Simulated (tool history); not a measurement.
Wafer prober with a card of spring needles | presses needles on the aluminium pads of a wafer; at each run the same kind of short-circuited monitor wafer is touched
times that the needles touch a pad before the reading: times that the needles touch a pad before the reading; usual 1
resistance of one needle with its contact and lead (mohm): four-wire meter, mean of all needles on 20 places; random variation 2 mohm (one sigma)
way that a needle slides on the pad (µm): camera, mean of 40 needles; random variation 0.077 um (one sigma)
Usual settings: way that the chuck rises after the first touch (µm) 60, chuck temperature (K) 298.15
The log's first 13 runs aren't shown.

run	hour	way that the chuck rises after the first touch (µm)	chuck temperature (K)	times that the needles touch a pad before the reading	touches since the tips were cleaned	cleanings since the card got new needles	touches since the first contact's height was set	resistance of one needle with its contact and lead (mohm)	way that a needle slides on the pad (µm)
# hour 650.0: tips cleaned on abrasive film
14	665.2	60	298.15	1	3225	33	8232	253	13.13
# hour 675.8: tips cleaned on abrasive film
# hour 700.0: tips cleaned on abrasive film
# hour 721.9: tips cleaned on abrasive film
15	727.4	60	298.15	1	1177	36	21392	233	13.15
# hour 746.3: tips cleaned on abrasive film
# hour 768.7: tips cleaned on abrasive film
16	773.3	60	336.15	1	983	38	31101	235	13.11
# hour 790.8: tips cleaned on abrasive film
17	805.7	60	336.15	1	3168	39	37957	264	13.06
# hour 815.9: tips cleaned on abrasive film
# hour 841.4: tips cleaned on abrasive film
18	844.6	72	348.15	1	678	41	46188	232	15.74
# hour 865.5: tips cleaned on abrasive film
# hour 888.2: tips cleaned on abrasive film
19	896.4	72	348.15	1	1760	43	57167	242	15.69
# hour 910.8: tips cleaned on abrasive film
# hour 932.8: tips cleaned on abrasive film
20	934.3	57	323.15	1	317	45	65173	231	12.36
# hour 956.2: tips cleaned on abrasive film
# hour 981.1: tips cleaned on abrasive film
# hour 1002.4: tips cleaned on abrasive film
21	1003.4	58	374.15	1	209	48	79800	238	12.47
# hour 1028.1: tips cleaned on abrasive film
# hour 1035.5: height of the first contact set anew, once more
# hour 1051.1: tips cleaned on abrasive film
22	1051.1	58	374.15	1	0	50	3286	233	13.34
# hour 1073.0: tips cleaned on abrasive film
# hour 1098.1: tips cleaned on abrasive film
23	1113.7	58	374.15	1	3324	52	16558	271	13.23
# hour 1120.8: tips cleaned on abrasive film
# hour 1142.7: tips cleaned on abrasive film
# hour 1166.9: tips cleaned on abrasive film
24	1182.3	79	298.15	1	3260	55	31069	235	18.00
# hour 1192.9: tips cleaned on abrasive film
# hour 1214.7: tips cleaned on abrasive film
25	1234.5	69	330.15	2	4206	57	42131	241	15.63
# hour 1238.0: tips cleaned on abrasive film
# hour 1261.2: tips cleaned on abrasive film
26	1263.6	42	311.15	1	493	59	48260	241	9.54
# hour 1284.9: tips cleaned on abrasive film
# hour 1309.2: tips cleaned on abrasive film
27	1329.1	46	391.15	2	4234	61	62159	280	10.40
# hour 1334.5: tips cleaned on abrasive film
# hour 1358.8: tips cleaned on abrasive film
28	1364.7	46	391.15	2	1244	63	69674	257	10.35
# hour 1382.9: tips cleaned on abrasive film
# hour 1409.0: tips cleaned on abrasive film
29	1425.7	45	298.15	1	3541	65	82594	291	10.00
# hour 1431.0: tips cleaned on abrasive film
# hour 1455.2: tips cleaned on abrasive film
30	1461.4	45	298.15	1	1318	67	90144	251	10.07

3 ways to go on from here, each from the tool as it stands after run 30. What would each give?
# hour 1476.4: tips cleaned on abrasive film
# hour 1501.2: tips cleaned on abrasive film
A	1514.8	45	298.15	1	2883	69	101441	?	?
# hour 1476.4: tips cleaned on abrasive film
# hour 1501.2: tips cleaned on abrasive film
B	1514.8	65	298.15	3	2883	69	101441	?	?
# hour 1476.4: tips cleaned on abrasive film
# hour 1501.2: tips cleaned on abrasive film
C	1514.8	69	298.15	1	2883	69	101441	?	?

run	resistance of one needle with its contact and lead (mohm)	way that a needle slides on the pad (µm)
A	285	9.90
B	227	14.63
C	242	15.39
Without the tool's hidden state the same runs would have given:
run	resistance of one needle with its contact and lead (mohm)	way that a needle slides on the pad (µm)
A	210	10.22
B	212	14.96
C	207	15.71
